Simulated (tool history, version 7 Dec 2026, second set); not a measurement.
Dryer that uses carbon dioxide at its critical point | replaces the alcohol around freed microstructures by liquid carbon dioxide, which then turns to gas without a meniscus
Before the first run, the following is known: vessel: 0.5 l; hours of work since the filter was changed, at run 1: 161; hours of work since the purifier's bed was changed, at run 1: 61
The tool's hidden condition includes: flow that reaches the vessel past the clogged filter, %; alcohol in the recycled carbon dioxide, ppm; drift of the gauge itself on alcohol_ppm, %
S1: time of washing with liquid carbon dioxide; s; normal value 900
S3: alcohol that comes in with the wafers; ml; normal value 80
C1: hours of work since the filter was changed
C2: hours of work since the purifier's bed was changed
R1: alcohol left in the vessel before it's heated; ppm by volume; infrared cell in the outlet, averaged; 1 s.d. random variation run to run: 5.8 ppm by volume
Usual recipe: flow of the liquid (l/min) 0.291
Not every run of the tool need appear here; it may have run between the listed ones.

{"run": 1, "hour": 0.0, "S1": 900, "flow of the liquid (l/min)": 0.291, "S3": 80, "C1": 161, "C2": 61, "R1": 243}
{"run": 2, "hour": 14.8, "S1": 900, "flow of the liquid (l/min)": 0.291, "S3": 80, "C1": 168, "C2": 68, "R1": 259}
{"run": 3, "hour": 31.2, "S1": 900, "flow of the liquid (l/min)": 0.291, "S3": 80, "C1": 176, "C2": 77, "R1": 262}
{"run": 4, "hour": 46.7, "S1": 900, "flow of the liquid (l/min)": 0.291, "S3": 80, "C1": 184, "C2": 84, "R1": 250}
{"run": 5, "hour": 59.9, "S1": 900, "flow of the liquid (l/min)": 0.304, "S3": 80, "C1": 190, "C2": 91, "R1": 196}
{"run": 6, "hour": 70.2, "S1": 900, "flow of the liquid (l/min)": 0.304, "S3": 80, "C1": 195, "C2": 96, "R1": 193}
{"run": 7, "hour": 83.5, "S1": 900, "flow of the liquid (l/min)": 0.362, "S3": 80, "C1": 202, "C2": 102, "R1": 75}
{"run": 8, "hour": 103.4, "S1": 900, "flow of the liquid (l/min)": 0.362, "S3": 80, "C1": 212, "C2": 112, "R1": 76}
{"run": 9, "hour": 119.6, "S1": 900, "flow of the liquid (l/min)": 0.362, "S3": 80, "C1": 220, "C2": 120, "R1": 77}
{"run": 10, "hour": 130.1, "S1": 900, "flow of the liquid (l/min)": 0.362, "S3": 80, "C1": 225, "C2": 125, "R1": 81}
{"run": 11, "hour": 147.3, "S1": 900, "flow of the liquid (l/min)": 0.291, "S3": 24, "C1": 233, "C2": 134, "R1": 115}
{"run": 12, "hour": 164.4, "S1": 900, "flow of the liquid (l/min)": 0.291, "S3": 24, "C1": 242, "C2": 142, "R1": 113}
{"run": 13, "hour": 175.6, "S1": 900, "flow of the liquid (l/min)": 0.291, "S3": 80, "C1": 247, "C2": 147, "R1": 273}
{"run": 14, "hour": 187.5, "S1": 900, "flow of the liquid (l/min)": 0.291, "S3": 80, "C1": 253, "C2": 153, "R1": 290}
{"run": 15, "hour": 204.9, "S1": 900, "flow of the liquid (l/min)": 0.291, "S3": 80, "C1": 262, "C2": 162, "R1": 292}
{"run": 16, "hour": 224.5, "S1": 900, "flow of the liquid (l/min)": 0.291, "S3": 80, "C1": 271, "C2": 172, "R1": 297}
{"run": 17, "hour": 240.8, "S1": 1380, "flow of the liquid (l/min)": 0.291, "S3": 80, "C1": 279, "C2": 179, "R1": 53}
{"run": 18, "hour": 255.3, "S1": 1380, "flow of the liquid (l/min)": 0.291, "S3": 80, "C1": 286, "C2": 187, "R1": 56}
{"run": 19, "hour": 277.4, "S1": 1380, "flow of the liquid (l/min)": 0.291, "S3": 80, "C1": 297, "C2": 197, "R1": 58}
{"run": 20, "hour": 293.6, "S1": 720, "flow of the liquid (l/min)": 0.218, "S3": 88, "C1": 305, "C2": 205, "R1": 4119}
{"run": 21, "hour": 314.3, "S1": 720, "flow of the liquid (l/min)": 0.317, "S3": 88, "C1": 315, "C2": 216, "R1": 675}
{"run": 22, "hour": 324.8, "S1": 720, "flow of the liquid (l/min)": 0.317, "S3": 88, "C1": 320, "C2": 221, "R1": 669}
{"run": 23, "hour": 343.1, "S1": 540, "flow of the liquid (l/min)": 0.181, "S3": 34, "C1": 329, "C2": 230, "R1": 6978}
{"run": 24, "hour": 360.0, "S1": 660, "flow of the liquid (l/min)": 0.182, "S3": 21, "C1": 338, "C2": 238, "R1": 2529}
{"run": 25, "hour": 382.9, "S1": 780, "flow of the liquid (l/min)": 0.489, "S3": 29, "C1": 349, "C2": 249, "R1": 71}
{"run": 26, "hour": 398.3, "S1": 1260, "flow of the liquid (l/min)": 0.219, "S3": 35, "C1": 357, "C2": 257, "R1": 157}
{"run": 27, "hour": 411.5, "S1": 1080, "flow of the liquid (l/min)": 0.219, "S3": 35, "C1": 363, "C2": 263, "R1": 310}
{"run": 28, "hour": 422.4, "S1": 840, "flow of the liquid (l/min)": 0.351, "S3": 45, "C1": 368, "C2": 269, "R1": 123}
{"run": 29, "hour": 433.6, "S1": 900, "flow of the liquid (l/min)": 0.315, "S3": 47, "C1": 374, "C2": 274, "R1": 156}
{"run": 30, "hour": 444.0, "S1": 900, "flow of the liquid (l/min)": 0.315, "S3": 47, "C1": 379, "C2": 279, "R1": 176}
{"run": 31, "hour": 462.9, "S1": 900, "flow of the liquid (l/min)": 0.287, "S3": 37, "C1": 388, "C2": 289, "R1": 215}

Consider 4 possible next runs. They are alternatives, not a sequence: every one starts from the tool as it was left by run 31. What does each give?
{"run": "A", "hour": 484.0, "S1": 660, "flow of the liquid (l/min)": 0.291, "S3": 80, "C1": 399, "C2": 299, "R1": "?"}
{"run": "B", "hour": 484.0, "S1": 720, "flow of the liquid (l/min)": 0.3, "S3": 20, "C1": 399, "C2": 299, "R1": "?"}
{"run": "C", "hour": 484.0, "S1": 900, "flow of the liquid (l/min)": 0.37, "S3": 53, "C1": 399, "C2": 299, "R1": "?"}
{"run": "D", "hour": 484.0, "S1": 840, "flow of the liquid (l/min)": 0.176, "S3": 26, "C1": 399, "C2": 299, "R1": "?"}

run=A R1=1555
run=B R1=279
run=C R1=108
run=D R1=1798
With the hidden condition removed and each run's random variation left untouched, the same runs would have given:
run=A R1=1107
run=B R1=152
run=C R1=30
run=D R1=1389
